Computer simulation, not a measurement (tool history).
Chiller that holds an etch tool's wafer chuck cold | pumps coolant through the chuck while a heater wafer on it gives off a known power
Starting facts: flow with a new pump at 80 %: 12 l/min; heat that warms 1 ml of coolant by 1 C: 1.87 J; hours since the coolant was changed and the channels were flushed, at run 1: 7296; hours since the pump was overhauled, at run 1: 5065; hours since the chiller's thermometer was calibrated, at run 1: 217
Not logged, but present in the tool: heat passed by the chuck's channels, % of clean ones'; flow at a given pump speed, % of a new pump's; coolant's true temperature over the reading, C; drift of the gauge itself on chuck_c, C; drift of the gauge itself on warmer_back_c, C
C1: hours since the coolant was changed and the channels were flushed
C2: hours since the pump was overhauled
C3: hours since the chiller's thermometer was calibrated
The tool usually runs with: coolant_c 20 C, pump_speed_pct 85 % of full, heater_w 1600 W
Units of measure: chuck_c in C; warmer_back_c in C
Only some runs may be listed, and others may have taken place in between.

run 1 hour=0.0 | coolant_c=20 pump_speed_pct=85 heater_w=1600 | C1=7296 C2=5065 C3=217 | chuck_c=32.2 warmer_back_c=4.44
run 2 hour=132.3 | coolant_c=20 pump_speed_pct=85 heater_w=1600 | C1=7428 C2=5197 C3=349 | chuck_c=32.3 warmer_back_c=4.43
run 3 hour=303.6 | coolant_c=20 pump_speed_pct=85 heater_w=2355 | C1=7600 C2=5369 C3=520 | chuck_c=38.1 warmer_back_c=6.58
run 4 hour=482.5 | coolant_c=20 pump_speed_pct=85 heater_w=2355 | C1=7779 C2=5548 C3=699 | chuck_c=38.5 warmer_back_c=6.66
run 5 hour=615.3 | coolant_c=20 pump_speed_pct=85 heater_w=2355 | C1=7911 C2=5680 C3=832 | chuck_c=38.3 warmer_back_c=6.61
run 6 hour=719.3 | coolant_c=20 pump_speed_pct=85 heater_w=1600 | C1=8015 C2=5784 C3=936 | chuck_c=32.5 warmer_back_c=4.59
run 7 hour=857.3 | coolant_c=20 pump_speed_pct=85 heater_w=1600 | C1=8153 C2=5922 C3=1074 | chuck_c=32.5 warmer_back_c=4.52
run 8 hour=1007.8 | coolant_c=20 pump_speed_pct=63 heater_w=1600 | C1=8304 C2=6073 C3=1224 | chuck_c=35.5 warmer_back_c=6.14
run 9 hour=1186.1 | coolant_c=20 pump_speed_pct=85 heater_w=1600 | C1=8482 C2=6251 C3=1403 | chuck_c=32.7 warmer_back_c=4.54
run 10 hour=1295.3 | coolant_c=20 pump_speed_pct=85 heater_w=1600 | C1=8591 C2=6360 C3=1512 | chuck_c=32.5 warmer_back_c=4.54
run 11 hour=1388.0 | coolant_c=20 pump_speed_pct=85 heater_w=1600 | C1=8684 C2=6453 C3=1605 | chuck_c=32.5 warmer_back_c=4.60
run 12 hour=1470.9 | coolant_c=20 pump_speed_pct=85 heater_w=1600 | C1=8767 C2=6536 C3=1688 | chuck_c=32.4 warmer_back_c=4.56
run 13 hour=1567.1 | coolant_c=20 pump_speed_pct=85 heater_w=1600 | C1=8863 C2=6632 C3=1784 | chuck_c=32.6 warmer_back_c=4.59
run 14 hour=1694.0 | coolant_c=20 pump_speed_pct=85 heater_w=1600 | C1=8990 C2=6759 C3=1911 | chuck_c=32.8 warmer_back_c=4.63
run 15 hour=1868.4 | coolant_c=20 pump_speed_pct=85 heater_w=1600 | C1=9164 C2=6934 C3=2085 | chuck_c=32.7 warmer_back_c=4.61
run 16 hour=1977.5 | coolant_c=20 pump_speed_pct=85 heater_w=1600 | C1=9274 C2=7043 C3=2194 | chuck_c=32.7 warmer_back_c=4.65
run 17 hour=2093.3 | coolant_c=28 pump_speed_pct=90 heater_w=1381 | C1=9389 C2=7158 C3=2310 | chuck_c=38.5 warmer_back_c=3.80
-- hour=2195.9 coolant changed, channels flushed
run 18 hour=2228.9 | coolant_c=28 pump_speed_pct=90 heater_w=1381 | C1=33 C2=7288 C3=2440 | chuck_c=37.2 warmer_back_c=3.81
-- hour=2246.9 chiller's thermometer calibrated
run 19 hour=2376.8 | coolant_c=20 pump_speed_pct=83 heater_w=1468 | C1=180 C2=7435 C3=130 | chuck_c=30.6 warmer_back_c=4.38
run 20 hour=2491.8 | coolant_c=12 pump_speed_pct=85 heater_w=1600 | C1=295 C2=7550 C3=245 | chuck_c=23.3 warmer_back_c=4.67
run 21 hour=2696.4 | coolant_c=22 pump_speed_pct=66 heater_w=849 | C1=500 C2=7755 C3=450 | chuck_c=29.2 warmer_back_c=3.24
run 22 hour=2818.0 | coolant_c=20 pump_speed_pct=94 heater_w=1461 | C1=621 C2=7876 C3=571 | chuck_c=29.8 warmer_back_c=3.96
run 23 hour=2938.3 | coolant_c=20 pump_speed_pct=61 heater_w=1600 | C1=741 C2=7996 C3=691 | chuck_c=34.7 warmer_back_c=6.53
run 24 hour=3040.5 | coolant_c=20 pump_speed_pct=61 heater_w=1600 | C1=844 C2=8099 C3=794 | chuck_c=34.6 warmer_back_c=6.56
run 25 hour=3209.9 | coolant_c=20 pump_speed_pct=61 heater_w=1600 | C1=1013 C2=8268 C3=963 | chuck_c=34.7 warmer_back_c=6.61
run 26 hour=3325.8 | coolant_c=28 pump_speed_pct=85 heater_w=1830 | C1=1129 C2=8384 C3=1079 | chuck_c=41.3 warmer_back_c=5.42
-- hour=3404.7 chiller's thermometer calibrated, once more
run 27 hour=3465.7 | coolant_c=11 pump_speed_pct=66 heater_w=1600 | C1=1268 C2=8523 C3=61 | chuck_c=25.4 warmer_back_c=6.16
run 28 hour=3634.7 | coolant_c=19 pump_speed_pct=69 heater_w=2256 | C1=1437 C2=8692 C3=230 | chuck_c=38.6 warmer_back_c=8.26
run 29 hour=3815.3 | coolant_c=16 pump_speed_pct=61 heater_w=1074 | C1=1617 C2=8872 C3=411 | chuck_c=26.1 warmer_back_c=4.44
run 30 hour=3969.0 | coolant_c=10 pump_speed_pct=67 heater_w=1600 | C1=1771 C2=9026 C3=564 | chuck_c=24.4 warmer_back_c=6.07
run 31 hour=4077.1 | coolant_c=10 pump_speed_pct=67 heater_w=1600 | C1=1879 C2=9134 C3=672 | chuck_c=24.2 warmer_back_c=6.08

What would each run have given without the hidden state, its run-to-run variation left as it was?
run=1 chuck_c=30.5 warmer_back_c=4.03
run=2 chuck_c=30.6 warmer_back_c=4.01
run=3 chuck_c=35.4 warmer_back_c=5.94
run=4 chuck_c=35.7 warmer_back_c=6.00
run=5 chuck_c=35.5 warmer_back_c=5.93
run=6 chuck_c=30.6 warmer_back_c=4.12
run=7 chuck_c=30.6 warmer_back_c=4.04
run=8 chuck_c=33.0 warmer_back_c=5.47
run=9 chuck_c=30.7 warmer_back_c=4.02
run=10 chuck_c=30.5 warmer_back_c=4.01
run=11 chuck_c=30.4 warmer_back_c=4.07
run=12 chuck_c=30.3 warmer_back_c=4.02
run=13 chuck_c=30.5 warmer_back_c=4.04
run=14 chuck_c=30.6 warmer_back_c=4.06
run=15 chuck_c=30.5 warmer_back_c=4.04
run=16 chuck_c=30.5 warmer_back_c=4.07
run=17 chuck_c=36.7 warmer_back_c=3.31
run=18 chuck_c=36.6 warmer_back_c=3.31
run=19 chuck_c=29.8 warmer_back_c=3.79
run=20 chuck_c=22.4 warmer_back_c=4.04
run=21 chuck_c=28.7 warmer_back_c=2.79
run=22 chuck_c=29.0 warmer_back_c=3.41
run=23 chuck_c=33.3 warmer_back_c=5.59
run=24 chuck_c=33.2 warmer_back_c=5.61
run=25 chuck_c=33.2 warmer_back_c=5.64
run=26 chuck_c=40.1 warmer_back_c=4.61
run=27 chuck_c=23.7 warmer_back_c=5.22
run=28 chuck_c=36.2 warmer_back_c=6.97
run=29 chuck_c=24.8 warmer_back_c=3.73
run=30 chuck_c=22.5 warmer_back_c=5.08
run=31 chuck_c=22.4 warmer_back_c=5.09

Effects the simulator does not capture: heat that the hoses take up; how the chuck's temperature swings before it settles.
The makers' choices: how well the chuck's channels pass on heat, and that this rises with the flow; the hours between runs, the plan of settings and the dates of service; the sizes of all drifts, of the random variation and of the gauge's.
